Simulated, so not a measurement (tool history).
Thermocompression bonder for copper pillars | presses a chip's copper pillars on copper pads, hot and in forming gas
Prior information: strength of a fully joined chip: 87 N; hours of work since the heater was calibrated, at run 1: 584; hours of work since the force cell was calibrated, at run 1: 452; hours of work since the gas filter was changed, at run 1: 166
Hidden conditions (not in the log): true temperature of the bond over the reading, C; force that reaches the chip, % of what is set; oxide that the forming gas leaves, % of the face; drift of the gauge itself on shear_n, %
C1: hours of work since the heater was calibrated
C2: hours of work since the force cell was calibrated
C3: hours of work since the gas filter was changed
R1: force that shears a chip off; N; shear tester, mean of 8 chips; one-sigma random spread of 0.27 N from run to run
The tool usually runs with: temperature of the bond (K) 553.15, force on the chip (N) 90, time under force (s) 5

{"run": 1, "hour": 0.0, "temperature of the bond (K)": 553.15, "force on the chip (N)": 90, "time under force (s)": 5, "C1": 584, "C2": 452, "C3": 166, "R1": 35.8}
{"hour": 12.7, "done": "forming gas filter changed"}
{"run": 2, "hour": 25.6, "temperature of the bond (K)": 553.15, "force on the chip (N)": 90, "time under force (s)": 5, "C1": 601, "C2": 469, "C3": 9, "R1": 36.3}
{"run": 3, "hour": 46.0, "temperature of the bond (K)": 553.15, "force on the chip (N)": 90, "time under force (s)": 5, "C1": 615, "C2": 483, "C3": 23, "R1": 36.1}
{"run": 4, "hour": 69.4, "temperature of the bond (K)": 553.15, "force on the chip (N)": 90, "time under force (s)": 5, "C1": 631, "C2": 499, "C3": 38, "R1": 35.6}
{"run": 5, "hour": 86.6, "temperature of the bond (K)": 546.15, "force on the chip (N)": 90, "time under force (s)": 5, "C1": 643, "C2": 510, "C3": 50, "R1": 32.6}
{"run": 6, "hour": 113.9, "temperature of the bond (K)": 553.15, "force on the chip (N)": 90, "time under force (s)": 5, "C1": 661, "C2": 529, "C3": 69, "R1": 36.5}
{"run": 7, "hour": 131.8, "temperature of the bond (K)": 553.15, "force on the chip (N)": 71, "time under force (s)": 5, "C1": 674, "C2": 541, "C3": 81, "R1": 30.2}
{"run": 8, "hour": 151.7, "temperature of the bond (K)": 553.15, "force on the chip (N)": 71, "time under force (s)": 8, "C1": 687, "C2": 555, "C3": 94, "R1": 36.1}
{"hour": 167.5, "done": "heater calibrated with a thermocouple chip"}
{"run": 9, "hour": 170.5, "temperature of the bond (K)": 553.15, "force on the chip (N)": 71, "time under force (s)": 8, "C1": 2, "C2": 566, "C3": 106, "R1": 36.2}
{"run": 10, "hour": 182.0, "temperature of the bond (K)": 553.15, "force on the chip (N)": 90, "time under force (s)": 5, "C1": 10, "C2": 574, "C3": 114, "R1": 36.1}
{"run": 11, "hour": 204.1, "temperature of the bond (K)": 553.15, "force on the chip (N)": 90, "time under force (s)": 5, "C1": 25, "C2": 589, "C3": 129, "R1": 36.1}
{"run": 12, "hour": 232.6, "temperature of the bond (K)": 553.15, "force on the chip (N)": 90, "time under force (s)": 5, "C1": 44, "C2": 608, "C3": 148, "R1": 35.8}
{"run": 13, "hour": 257.6, "temperature of the bond (K)": 553.15, "force on the chip (N)": 90, "time under force (s)": 5, "C1": 61, "C2": 625, "C3": 165, "R1": 36.1}
{"hour": 271.0, "done": "forming gas filter changed"}
{"run": 14, "hour": 272.0, "temperature of the bond (K)": 553.15, "force on the chip (N)": 90, "time under force (s)": 5, "C1": 71, "C2": 635, "C3": 1, "R1": 35.9}
{"run": 15, "hour": 297.8, "temperature of the bond (K)": 553.15, "force on the chip (N)": 90, "time under force (s)": 5, "C1": 88, "C2": 652, "C3": 18, "R1": 36.1}
{"run": 16, "hour": 310.6, "temperature of the bond (K)": 553.15, "force on the chip (N)": 90, "time under force (s)": 5, "C1": 97, "C2": 661, "C3": 27, "R1": 35.8}
{"run": 17, "hour": 333.3, "temperature of the bond (K)": 578.15, "force on the chip (N)": 117, "time under force (s)": 5, "C1": 112, "C2": 676, "C3": 42, "R1": 56.9}
{"run": 18, "hour": 355.1, "temperature of the bond (K)": 553.15, "force on the chip (N)": 92, "time under force (s)": 5, "C1": 127, "C2": 691, "C3": 57, "R1": 36.2}
{"run": 19, "hour": 372.6, "temperature of the bond (K)": 553.15, "force on the chip (N)": 90, "time under force (s)": 13, "C1": 139, "C2": 703, "C3": 69, "R1": 50.4}
{"run": 20, "hour": 385.8, "temperature of the bond (K)": 553.15, "force on the chip (N)": 90, "time under force (s)": 13, "C1": 148, "C2": 712, "C3": 78, "R1": 49.5}
{"run": 21, "hour": 404.2, "temperature of the bond (K)": 530.15, "force on the chip (N)": 113, "time under force (s)": 4, "C1": 160, "C2": 724, "C3": 90, "R1": 27.7}
{"run": 22, "hour": 432.2, "temperature of the bond (K)": 531.15, "force on the chip (N)": 90, "time under force (s)": 5, "C1": 179, "C2": 743, "C3": 109, "R1": 25.6}
{"run": 23, "hour": 453.7, "temperature of the bond (K)": 553.15, "force on the chip (N)": 87, "time under force (s)": 5, "C1": 194, "C2": 758, "C3": 124, "R1": 35.2}
{"run": 24, "hour": 478.8, "temperature of the bond (K)": 540.15, "force on the chip (N)": 65, "time under force (s)": 5, "C1": 211, "C2": 775, "C3": 141, "R1": 22.8}
{"run": 25, "hour": 492.9, "temperature of the bond (K)": 554.15, "force on the chip (N)": 82, "time under force (s)": 5, "C1": 221, "C2": 785, "C3": 151, "R1": 34.4}
{"run": 26, "hour": 506.6, "temperature of the bond (K)": 550.15, "force on the chip (N)": 90, "time under force (s)": 7, "C1": 230, "C2": 794, "C3": 160, "R1": 39}

Forecast each of these 4 alternatives for the next run:
{"run": "A", "hour": 521.8, "temperature of the bond (K)": 553.15, "force on the chip (N)": 69, "time under force (s)": 7, "C1": 240, "C2": 804, "C3": 170, "R1": "?"}
{"run": "B", "hour": 521.8, "temperature of the bond (K)": 576.15, "force on the chip (N)": 90, "time under force (s)": 7, "C1": 240, "C2": 804, "C3": 170, "R1": "?"}
{"run": "C", "hour": 521.8, "temperature of the bond (K)": 544.15, "force on the chip (N)": 90, "time under force (s)": 12, "C1": 240, "C2": 804, "C3": 170, "R1": "?"}
{"run": "D", "hour": 521.8, "temperature of the bond (K)": 547.15, "force on the chip (N)": 90, "time under force (s)": 3, "C1": 240, "C2": 804, "C3": 170, "R1": "?"}

run=A R1=33.8
run=B R1=52.9
run=C R1=43.3
run=D R1=26.5
Take away the tool's hidden state, keep each run's random variation, and the runs would have read:
run=A R1=33.9
run=B R1=53
run=C R1=43.4
run=D R1=26.6

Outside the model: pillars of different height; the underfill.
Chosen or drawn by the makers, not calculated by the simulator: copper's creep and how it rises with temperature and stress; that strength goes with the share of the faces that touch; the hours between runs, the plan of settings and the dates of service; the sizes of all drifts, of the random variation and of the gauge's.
